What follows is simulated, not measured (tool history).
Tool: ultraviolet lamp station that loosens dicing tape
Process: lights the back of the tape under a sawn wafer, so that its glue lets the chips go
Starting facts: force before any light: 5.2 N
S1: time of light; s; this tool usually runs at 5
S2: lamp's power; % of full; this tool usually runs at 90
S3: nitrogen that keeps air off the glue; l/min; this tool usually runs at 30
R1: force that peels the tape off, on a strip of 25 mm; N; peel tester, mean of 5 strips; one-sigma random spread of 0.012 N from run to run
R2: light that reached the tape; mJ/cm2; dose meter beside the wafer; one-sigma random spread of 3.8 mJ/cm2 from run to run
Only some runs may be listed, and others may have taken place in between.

run	day	S1	S2	S3	R1	R2
1	0.000	5	90	30	0.537	647
2	2.283	5	90	30	0.543	651
3	3.917	5	90	30	0.552	646
4	6.762	5	90	30	0.543	650
5	9.196	5	89	30	0.538	630
6	11.221	5	90	30	0.532	647
7	12.725	4	90	30	0.803	514
# day 13.912: window cleaned of glue's vapour
8	14.375	5	90	30	0.570	636
9	16.488	5	90	30	0.538	645
10	18.496	5	90	30	0.527	635
11	19.771	5	90	30	0.549	643
12	21.708	5	90	30	0.536	636
13	23.312	5	81	30	0.640	569
# day 24.121: gauge calibrated
14	25.350	5	81	30	0.630	585
15	26.771	5	81	30	0.657	583
16	28.562	5	90	30	0.523	647
17	29.958	5	65	30	0.893	468
# day 31.396: window cleaned of glue's vapour
18	32.475	5	90	30	0.537	649
19	34.483	5	90	30	0.522	645
20	36.754	5	90	30	0.560	647
21	39.154	5	90	30	0.548	643
22	40.838	2	90	30	1.905	254
23	42.529	3	90	56	0.895	389
24	44.546	2	66	23	2.607	186
25	45.862	2	66	23	2.631	187
26	48.529	8	87	29	0.278	979
# day 48.888: window cleaned of glue's vapour
27	50.058	8	87	29	0.265	979
28	51.350	8	87	29	0.269	986
29	52.554	8	87	29	0.275	977
30	55.162	5	90	11	1.096	623
31	57.262	3	90	30	1.215	373
32	59.321	7	72	30	0.436	701
33	60.775	5	73	30	0.779	509
34	62.521	5	73	30	0.771	509
35	65.121	5	73	30	0.757	503
# day 66.375: window cleaned of glue's vapour
# day 67.046: gauge calibrated
36	67.458	4	65	43	1.018	377
37	69.929	4	65	43	1.065	373
38	71.996	3	71	30	1.562	304
39	74.167	6	92	49	0.301	798
40	75.912	5	71	35	0.709	509
41	77.562	5	71	35	0.733	505
42	79.746	5	71	35	0.723	507

Here are 3 independent what-if runs from the current tool condition. What would each one return?
# day 81.783: lamp changed
A	82.033	5	71	35	?	?
# day 81.783: lamp changed
B	82.033	5	64	35	?	?
# day 81.783: lamp changed
C	82.033	4	71	35	?	?

run	R1	R2
A	0.735	509
B	0.859	454
C	0.996	399
Stripped of hidden state, with their random variation kept, the same runs would have yielded:
run	R1	R2
A	0.734	519
B	0.858	463
C	0.995	407
